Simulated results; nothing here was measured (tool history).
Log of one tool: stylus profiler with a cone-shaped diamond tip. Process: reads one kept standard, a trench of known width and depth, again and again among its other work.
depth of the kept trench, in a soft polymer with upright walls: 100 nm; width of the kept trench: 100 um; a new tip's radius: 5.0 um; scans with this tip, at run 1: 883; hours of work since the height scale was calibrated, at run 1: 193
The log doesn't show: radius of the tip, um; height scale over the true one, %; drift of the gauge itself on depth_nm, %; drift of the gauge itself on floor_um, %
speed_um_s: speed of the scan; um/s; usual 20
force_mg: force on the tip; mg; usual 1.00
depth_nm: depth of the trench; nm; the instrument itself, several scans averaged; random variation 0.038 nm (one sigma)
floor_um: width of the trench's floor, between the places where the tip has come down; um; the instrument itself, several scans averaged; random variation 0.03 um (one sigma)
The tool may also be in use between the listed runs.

| run | hour | speed_um_s | force_mg | scans with this tip | hours of work since the height scale was calibrated | depth_nm | floor_um |
|---|---|---|---|---|---|---|---|
| 1 | 0.0 | 20 | 1.00 | 883 | 193 | 100.80 | 97.84 |
| 2 | 34.9 | 20 | 1.00 | 967 | 211 | 100.82 | 97.91 |
| 3 | 62.9 | 20 | 1.00 | 1034 | 226 | 100.83 | 97.85 |
| 4 | 106.4 | 36 | 1.00 | 1139 | 249 | 100.87 | 97.80 |
| 5 | 145.8 | 36 | 1.00 | 1234 | 269 | 100.86 | 97.81 |
| 6 | 190.4 | 41 | 1.00 | 1342 | 293 | 100.84 | 97.74 |
| 7 | 226.1 | 41 | 1.00 | 1428 | 312 | 100.83 | 97.76 |
| 8 | 270.7 | 41 | 1.00 | 1535 | 335 | 100.81 | 97.71 |
| 9 | 298.5 | 41 | 1.00 | 1602 | 350 | 100.76 | 97.74 |
| 10 | 334.8 | 20 | 0.69 | 1690 | 369 | 100.56 | 97.77 |
| 11 | 357.6 | 20 | 0.63 | 1745 | 381 | 100.55 | 97.80 |
| 12 | 398.6 | 10 | 1.00 | 1843 | 402 | 100.75 | 97.80 |
| 13 | 429.4 | 10 | 1.00 | 1918 | 418 | 100.76 | 97.86 |
| 14 | 452.5 | 20 | 1.00 | 1973 | 431 | 100.75 | 97.76 |
| 15 | 495.4 | 20 | 1.00 | 2077 | 453 | 100.72 | 97.76 |
| 16 | 528.0 | 7 | 1.00 | 2155 | 470 | 100.72 | 97.76 |
| 17 | 549.5 | 7 | 1.00 | 2207 | 482 | 100.81 | 97.78 |
| 18 | 585.5 | 7 | 1.00 | 2294 | 501 | 100.73 | 97.79 |
| 19 | 618.2 | 7 | 1.00 | 2373 | 518 | 100.70 | 97.73 |
| 20 | 644.2 | 7 | 1.00 | 2435 | 531 | 100.73 | 97.71 |
| 21 | 687.6 | 7 | 1.00 | 2540 | 554 | 100.75 | 97.72 |
| 22 | 729.0 | 7 | 1.00 | 2640 | 576 | 100.70 | 97.76 |
| 23 | 765.8 | 7 | 1.00 | 2729 | 595 | 100.72 | 97.73 |
| 24 | 803.4 | 8 | 0.75 | 2819 | 615 | 100.51 | 97.76 |
| 25 | 831.5 | 8 | 0.75 | 2887 | 630 | 100.56 | 97.72 |
| 26 | 865.1 | 11 | 2.13 | 2968 | 648 | 101.26 | 97.76 |
| 27 | 908.4 | 11 | 2.13 | 3072 | 670 | 101.36 | 97.75 |
| 28 | 944.3 | 11 | 2.13 | 3159 | 689 | 101.28 | 97.67 |
| 29 | 986.7 | 11 | 1.19 | 3261 | 712 | 100.77 | 97.65 |
| 30 | 1024.8 | 24 | 0.99 | 3353 | 732 | 100.68 | 97.60 |
| 31 | 1061.3 | 24 | 0.99 | 3441 | 751 | 100.62 | 97.61 |
| 32 | 1088.2 | 24 | 0.99 | 3506 | 765 | 100.69 | 97.65 |
| 33 | 1123.7 | 24 | 0.99 | 3591 | 784 | 100.68 | 97.64 |
| 34 | 1158.3 | 24 | 0.99 | 3675 | 802 | 100.62 | 97.70 |
| 35 | 1189.4 | 68 | 1.03 | 3750 | 818 | 100.70 | 97.49 |
| 36 | 1226.9 | 10 | 2.47 | 3840 | 838 | 101.41 | 97.62 |
| 37 | 1250.3 | 10 | 2.47 | 3896 | 850 | 101.44 | 97.63 |
| 38 | 1268.6 | 19 | 1.44 | 3941 | 860 | 100.87 | 97.67 |
| 39 | 1301.8 | 21 | 0.79 | 4021 | 877 | 100.51 | 97.59 |
| 40 | 1338.3 | 7 | 0.94 | 4108 | 897 | 100.55 | 97.67 |
| 41 | 1378.8 | 6 | 2.34 | 4206 | 918 | 101.30 | 97.65 |
| 42 | 1403.6 | 21 | 0.75 | 4266 | 931 | 100.48 | 97.55 |
| 43 | 1433.4 | 21 | 0.75 | 4338 | 947 | 100.47 | 97.54 |
| 44 | 1455.6 | 9 | 0.75 | 4391 | 958 | 100.45 | 97.57 |
| 45 | 1477.5 | 9 | 0.75 | 4444 | 970 | 100.41 | 97.59 |
| 46 | 1502.3 | 5 | 2.92 | 4504 | 983 | 101.51 | 97.61 |

4 ways to go on from here, each from the tool as it stands after run 46. What would each give?
| A | 1528.2 | 5 | 1.72 | 4566 | 997 | ? | ? |
| B | 1528.2 | 6 | 2.92 | 4566 | 997 | ? | ? |
| C | 1528.2 | 33 | 0.77 | 4566 | 997 | ? | ? |
| D | 1528.2 | 7 | 1.50 | 4566 | 997 | ? | ? |

| run | depth_nm | floor_um |
|---|---|---|
| A | 100.97 | 97.60 |
| B | 101.54 | 97.66 |
| C | 100.39 | 97.51 |
| D | 100.79 | 97.58 |
Without the tool's hidden state the same runs would have given:
| run | depth_nm | floor_um |
|---|---|---|
| A | 101.31 | 97.99 |
| B | 101.88 | 98.05 |
| C | 100.72 | 97.91 |
| D | 101.13 | 97.98 |
